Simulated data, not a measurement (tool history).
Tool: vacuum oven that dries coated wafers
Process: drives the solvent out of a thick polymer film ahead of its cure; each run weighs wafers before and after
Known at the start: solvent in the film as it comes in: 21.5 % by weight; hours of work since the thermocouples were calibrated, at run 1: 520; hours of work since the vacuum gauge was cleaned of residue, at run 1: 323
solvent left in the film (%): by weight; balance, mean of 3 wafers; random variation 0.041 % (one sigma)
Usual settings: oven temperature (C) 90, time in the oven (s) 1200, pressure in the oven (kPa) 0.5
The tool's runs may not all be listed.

run   hour  oven temperature (C)  time in the oven (s)  pressure in the oven (kPa)  hours of work since the thermocouples were calibrated  hours of work since the vacuum gauge was cleaned of residue  solvent left in the film (%)
  1      0                    90                  1200                         0.5                                                    520                                                          323                          2.38
  2     63                    90                  1200                         0.5                                                    552                                                          356                          2.28
  3   97.8                    90                  1200                         0.5                                                    570                                                          374                           2.3
  4  139.6                    90                  1200                         0.5                                                    592                                                          395                          2.31
  5  168.9                    90                  1200                         0.5                                                    607                                                          410                           2.3
  6  226.7                    90                  1200                         0.5                                                    637                                                          440                          2.29
  7  273.9                    90                   840                         0.5                                                    661                                                          465                          4.06
  8  338.2                    90                   840                         0.5                                                    694                                                          498                          3.97
  9  379.4                    91                   720                       0.326                                                    716                                                          519                          4.59
     384.6  -- oven's thermocouples calibrated
 10  411.8                    98                   780                       0.302                                                     14                                                          535                          2.04
 11  473.9                   101                  1440                       0.302                                                     46                                                          567                          0.29
 12  540.1                    85                   960                       0.266                                                     80                                                          601                           4.4
     588.5  -- oven's thermocouples calibrated, once more
 13  593.4                    85                   960                       1.693                                                      3                                                          627                          6.03
 14  650.5                    85                  1260                       1.693                                                     32                                                          657                          4.33
 15  707.5                    90                   840                       1.462                                                     61                                                          686                          4.92

Run 16 comes next. What will it give?
 16   743                    83                   840                       0.678                                                     80                                                          704                             ?

{"run 16": {"solvent left in the film (%)": 6.94}}
Without the tool's hidden state the same run would have given solvent left in the film (%) 6.91.
